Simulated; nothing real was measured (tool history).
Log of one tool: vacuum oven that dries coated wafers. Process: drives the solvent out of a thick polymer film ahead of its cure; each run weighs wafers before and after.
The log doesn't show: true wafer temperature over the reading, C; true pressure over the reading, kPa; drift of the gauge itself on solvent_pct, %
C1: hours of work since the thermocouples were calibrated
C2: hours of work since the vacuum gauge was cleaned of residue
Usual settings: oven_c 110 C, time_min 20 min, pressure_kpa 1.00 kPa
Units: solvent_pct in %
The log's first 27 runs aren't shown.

{"run": 28, "hour": 1015.3, "oven_c": 110, "time_min": 17, "pressure_kpa": 3.06, "C1": 394, "C2": 913, "solvent_pct": 6.29}
{"run": 29, "hour": 1052.1, "oven_c": 116, "time_min": 29, "pressure_kpa": 0.94, "C1": 415, "C2": 934, "solvent_pct": 1.98}
{"run": 30, "hour": 1099.6, "oven_c": 125, "time_min": 29, "pressure_kpa": 0.94, "C1": 442, "C2": 961, "solvent_pct": 1.3}
{"run": 31, "hour": 1143.3, "oven_c": 125, "time_min": 14, "pressure_kpa": 1.06, "C1": 467, "C2": 986, "solvent_pct": 3.05}
{"run": 32, "hour": 1187.6, "oven_c": 125, "time_min": 14, "pressure_kpa": 1.06, "C1": 492, "C2": 1011, "solvent_pct": 2.92}
{"run": 33, "hour": 1211.2, "oven_c": 105, "time_min": 36, "pressure_kpa": 1.06, "C1": 505, "C2": 1025, "solvent_pct": 3.07}
{"run": 34, "hour": 1261.9, "oven_c": 105, "time_min": 36, "pressure_kpa": 1.06, "C1": 534, "C2": 1053, "solvent_pct": 3.16}
{"run": 35, "hour": 1288.4, "oven_c": 115, "time_min": 18, "pressure_kpa": 0.54, "C1": 549, "C2": 1069, "solvent_pct": 3.2}
{"run": 36, "hour": 1342.4, "oven_c": 115, "time_min": 29, "pressure_kpa": 0.57, "C1": 580, "C2": 1099, "solvent_pct": 1.86}
{"run": 37, "hour": 1374.6, "oven_c": 101, "time_min": 29, "pressure_kpa": 0.57, "C1": 599, "C2": 1118, "solvent_pct": 3.74}
{"run": 38, "hour": 1409.0, "oven_c": 101, "time_min": 29, "pressure_kpa": 2.32, "C1": 618, "C2": 1137, "solvent_pct": 6.15}
{"run": 39, "hour": 1463.2, "oven_c": 115, "time_min": 16, "pressure_kpa": 2.39, "C1": 649, "C2": 1168, "solvent_pct": 4.98}
{"run": 40, "hour": 1516.6, "oven_c": 101, "time_min": 16, "pressure_kpa": 1.0, "C1": 680, "C2": 1199, "solvent_pct": 6.32}
{"run": 41, "hour": 1539.0, "oven_c": 108, "time_min": 32, "pressure_kpa": 2.92, "C1": 692, "C2": 1211, "solvent_pct": 5.12}
{"run": 42, "hour": 1572.1, "oven_c": 98, "time_min": 15, "pressure_kpa": 2.95, "C1": 711, "C2": 1230, "solvent_pct": 9.12}
{"run": 43, "hour": 1594.6, "oven_c": 98, "time_min": 15, "pressure_kpa": 2.95, "C1": 724, "C2": 1243, "solvent_pct": 9.28}
{"run": 44, "hour": 1643.7, "oven_c": 108, "time_min": 23, "pressure_kpa": 0.72, "C1": 752, "C2": 1271, "solvent_pct": 3.61}

3 ways to go on from here, each from the tool as it stands after run 44. What would each give?
{"run": "A", "hour": 1693.2, "oven_c": 108, "time_min": 14, "pressure_kpa": 0.72, "C1": 780, "C2": 1299, "solvent_pct": "?"}
{"run": "B", "hour": 1693.2, "oven_c": 122, "time_min": 13, "pressure_kpa": 1.0, "C1": 780, "C2": 1299, "solvent_pct": "?"}
{"run": "C", "hour": 1693.2, "oven_c": 111, "time_min": 13, "pressure_kpa": 0.72, "C1": 780, "C2": 1299, "solvent_pct": "?"}

run=A solvent_pct=5.27
run=B solvent_pct=3.67
run=C solvent_pct=5.05
Without the tool's hidden state the same runs would have given:
run=A solvent_pct=4.55
run=B solvent_pct=3.11
run=C solvent_pct=4.38

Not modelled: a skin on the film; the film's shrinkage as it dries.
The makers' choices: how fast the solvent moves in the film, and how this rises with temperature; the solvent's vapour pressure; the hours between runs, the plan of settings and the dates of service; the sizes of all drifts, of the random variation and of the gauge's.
